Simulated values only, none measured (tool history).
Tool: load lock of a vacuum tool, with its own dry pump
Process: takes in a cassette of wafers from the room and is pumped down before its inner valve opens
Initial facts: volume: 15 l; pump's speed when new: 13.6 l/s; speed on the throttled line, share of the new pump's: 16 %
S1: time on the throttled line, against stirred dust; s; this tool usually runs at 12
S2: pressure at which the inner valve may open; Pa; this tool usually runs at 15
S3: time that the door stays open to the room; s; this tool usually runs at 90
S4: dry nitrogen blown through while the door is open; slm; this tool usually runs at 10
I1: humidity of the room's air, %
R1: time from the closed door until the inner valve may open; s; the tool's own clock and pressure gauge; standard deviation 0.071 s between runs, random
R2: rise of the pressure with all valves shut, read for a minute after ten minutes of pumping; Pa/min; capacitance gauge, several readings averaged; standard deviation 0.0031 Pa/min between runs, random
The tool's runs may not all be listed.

run 1 hour=0.0 | S1=12 S2=15 S3=90 S4=10 | I1=47.6 | R1=19.87 R2=0.065
run 2 hour=193.1 | S1=12 S2=15 S3=90 S4=10 | I1=40.9 | R1=19.85 R2=0.058
run 3 hour=356.6 | S1=12 S2=15 S3=90 S4=10 | I1=42.8 | R1=19.88 R2=0.060
run 4 hour=518.9 | S1=12 S2=15 S3=90 S4=13 | I1=44.8 | R1=19.86 R2=0.055
run 5 hour=718.1 | S1=20 S2=15 S3=90 S4=13 | I1=45.1 | R1=26.66 R2=0.056
run 6 hour=857.2 | S1=20 S2=15 S3=90 S4=13 | I1=47.4 | R1=26.64 R2=0.059
run 7 hour=996.9 | S1=20 S2=15 S3=90 S4=13 | I1=46.2 | R1=26.60 R2=0.054
run 8 hour=1145.0 | S1=12 S2=15 S3=90 S4=24 | I1=42.0 | R1=19.84 R2=0.037
run 9 hour=1307.6 | S1=12 S2=15 S3=90 S4=24 | I1=47.8 | R1=19.87 R2=0.041
run 10 hour=1520.0 | S1=12 S2=15 S3=90 S4=24 | I1=47.3 | R1=19.90 R2=0.038
run 11 hour=1715.2 | S1=12 S2=15 S3=90 S4=24 | I1=44.9 | R1=19.79 R2=0.038
run 12 hour=1837.7 | S1=12 S2=15 S3=90 S4=24 | I1=46.5 | R1=19.89 R2=0.044
run 13 hour=2011.8 | S1=12 S2=15 S3=90 S4=24 | I1=47.3 | R1=20.00 R2=0.035
run 14 hour=2155.5 | S1=12 S2=15 S3=90 S4=10 | I1=45.1 | R1=19.94 R2=0.065
run 15 hour=2270.3 | S1=12 S2=15 S3=90 S4=10 | I1=43.5 | R1=19.95 R2=0.067
run 16 hour=2367.3 | S1=12 S2=15 S3=90 S4=10 | I1=42.7 | R1=19.87 R2=0.058
run 17 hour=2569.3 | S1=12 S2=21 S3=90 S4=10 | I1=45.0 | R1=19.47 R2=0.069
run 18 hour=2666.7 | S1=12 S2=15 S3=158 S4=10 | I1=42.2 | R1=19.89 R2=0.079
run 19 hour=2846.5 | S1=14 S2=15 S3=90 S4=10 | I1=41.5 | R1=21.59 R2=0.065
run 20 hour=3019.3 | S1=14 S2=24 S3=90 S4=13 | I1=42.9 | R1=21.04 R2=0.051
run 21 hour=3245.6 | S1=14 S2=24 S3=90 S4=13 | I1=45.2 | R1=21.04 R2=0.055
run 22 hour=3388.3 | S1=23 S2=20 S3=81 S4=18 | I1=45.2 | R1=28.82 R2=0.049
run 23 hour=3620.9 | S1=12 S2=10 S3=90 S4=10 | I1=46.4 | R1=20.37 R2=0.064
run 24 hour=3797.2 | S1=19 S2=21 S3=90 S4=10 | I1=43.8 | R1=25.50 R2=0.065
run 25 hour=3987.7 | S1=19 S2=21 S3=90 S4=10 | I1=43.5 | R1=25.60 R2=0.061
run 26 hour=4197.2 | S1=19 S2=21 S3=90 S4=10 | I1=44.5 | R1=25.43 R2=0.059
run 27 hour=4364.4 | S1=19 S2=16 S3=90 S4=24 | I1=40.4 | R1=25.72 R2=0.039
run 28 hour=4486.4 | S1=19 S2=16 S3=90 S4=24 | I1=46.8 | R1=25.88 R2=0.039
run 29 hour=4665.7 | S1=9 S2=29 S3=90 S4=19 | I1=44.3 | R1=16.59 R2=0.040
run 30 hour=4854.3 | S1=9 S2=29 S3=90 S4=19 | I1=46.9 | R1=16.65 R2=0.047
run 31 hour=4974.8 | S1=12 S2=15 S3=140 S4=20 | I1=44.2 | R1=19.79 R2=0.049
run 32 hour=5150.8 | S1=12 S2=15 S3=90 S4=43 | I1=47.8 | R1=19.95 R2=0.027
run 33 hour=5380.0 | S1=12 S2=15 S3=90 S4=43 | I1=48.4 | R1=19.75 R2=0.022
run 34 hour=5586.6 | S1=12 S2=15 S3=90 S4=43 | I1=47.9 | R1=19.94 R2=0.028
run 35 hour=5707.5 | S1=11 S2=15 S3=165 S4=10 | I1=43.9 | R1=19.00 R2=0.083
run 36 hour=5801.8 | S1=13 S2=23 S3=217 S4=16 | I1=47.2 | R1=20.19 R2=0.077
run 37 hour=5897.2 | S1=12 S2=11 S3=90 S4=10 | I1=46.3 | R1=20.29 R2=0.065
run 38 hour=6099.5 | S1=12 S2=15 S3=90 S4=6 | I1=44.0 | R1=20.10 R2=0.081

Put back what was entered between runs (2 entries, withheld): which listed runs does each sit between, and how does the hidden state differ from the listed run before to the listed run after?
Logged between run 8 and run 9: dry pump taken out, an overhauled one fitted (hour 1307.6)
  both runs share identical hidden conditions
Logged between run 24 and run 25: door's seal changed, seat wiped (hour 3880.5)
  leak at the door's seal, Pa l/s: 0.0023 -> 0.002
